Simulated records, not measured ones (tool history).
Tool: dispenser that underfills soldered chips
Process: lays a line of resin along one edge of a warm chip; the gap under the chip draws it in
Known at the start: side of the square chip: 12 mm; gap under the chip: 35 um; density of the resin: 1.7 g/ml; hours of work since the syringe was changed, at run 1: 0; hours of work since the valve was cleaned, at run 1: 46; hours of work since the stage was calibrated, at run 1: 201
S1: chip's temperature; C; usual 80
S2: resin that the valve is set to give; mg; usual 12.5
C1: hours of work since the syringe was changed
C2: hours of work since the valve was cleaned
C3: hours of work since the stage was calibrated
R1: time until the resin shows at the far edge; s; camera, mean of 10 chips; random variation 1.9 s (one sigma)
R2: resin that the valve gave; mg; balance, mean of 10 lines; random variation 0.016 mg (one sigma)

{"run": 1, "hour": 0.0, "S1": 80, "S2": 12.5, "C1": 0, "C2": 46, "C3": 201, "R1": 198.7, "R2": 12.2}
{"hour": 4.9, "done": "dispensing valve cleaned and set on the balance"}
{"run": 2, "hour": 7.8, "S1": 80, "S2": 12.5, "C1": 6, "C2": 2, "C3": 207, "R1": 284.1, "R2": 12.44}
{"hour": 12.6, "done": "new syringe of resin"}
{"run": 3, "hour": 14.4, "S1": 80, "S2": 12.5, "C1": 1, "C2": 7, "C3": 212, "R1": 215.1, "R2": 12.42}
{"run": 4, "hour": 20.5, "S1": 80, "S2": 12.5, "C1": 6, "C2": 12, "C3": 216, "R1": 296.1, "R2": 12.4}
{"hour": 24.8, "done": "new syringe of resin"}
{"run": 5, "hour": 27.5, "S1": 80, "S2": 16.1, "C1": 2, "C2": 17, "C3": 221, "R1": 216.7, "R2": 15.94}
{"hour": 37.3, "done": "new syringe of resin"}
{"run": 6, "hour": 37.5, "S1": 80, "S2": 11.1, "C1": 0, "C2": 24, "C3": 229, "R1": 203.6, "R2": 10.93}
{"run": 7, "hour": 45.5, "S1": 80, "S2": 11.1, "C1": 6, "C2": 31, "C3": 235, "R1": 316.2, "R2": 10.89}
{"hour": 50.1, "done": "new syringe of resin"}
{"run": 8, "hour": 55.7, "S1": 90, "S2": 12.1, "C1": 4, "C2": 38, "C3": 242, "R1": 200, "R2": 11.82}
{"run": 9, "hour": 60.5, "S1": 68, "S2": 14.3, "C1": 8, "C2": 42, "C3": 246, "R1": 478.1, "R2": 13.95}
{"hour": 62.4, "done": "new syringe of resin"}
{"run": 10, "hour": 65.7, "S1": 65, "S2": 12.5, "C1": 3, "C2": 46, "C3": 250, "R1": 360.6, "R2": 12.17}
{"hour": 71.2, "done": "dispensing valve cleaned and set on the balance"}
{"run": 11, "hour": 71.5, "S1": 94, "S2": 12.7, "C1": 6, "C2": 0, "C3": 254, "R1": 202.3, "R2": 12.68}
{"hour": 76.1, "done": "new syringe of resin"}
{"run": 12, "hour": 76.8, "S1": 92, "S2": 14, "C1": 1, "C2": 4, "C3": 258, "R1": 140.8, "R2": 13.93}

3 ways to go on from here, each from the tool as it stands after run 12. What would each give?
{"run": "A", "hour": 84.4, "S1": 91, "S2": 15.9, "C1": 6, "C2": 10, "C3": 263, "R1": "?", "R2": "?"}
{"run": "B", "hour": 84.4, "S1": 92, "S2": 11.3, "C1": 6, "C2": 10, "C3": 263, "R1": "?", "R2": "?"}
{"run": "C", "hour": 84.4, "S1": 68, "S2": 12.1, "C1": 6, "C2": 10, "C3": 263, "R1": "?", "R2": "?"}

run=A R1=215.1 R2=15.8
run=B R1=219.7 R2=11.22
run=C R1=430.9 R2=12.04
Without the tool's unlogged condition, the same runs would have read:
run=A R1=136.8 R2=15.91
run=B R1=139.5 R2=11.3
run=C R1=273.1 R2=12.12
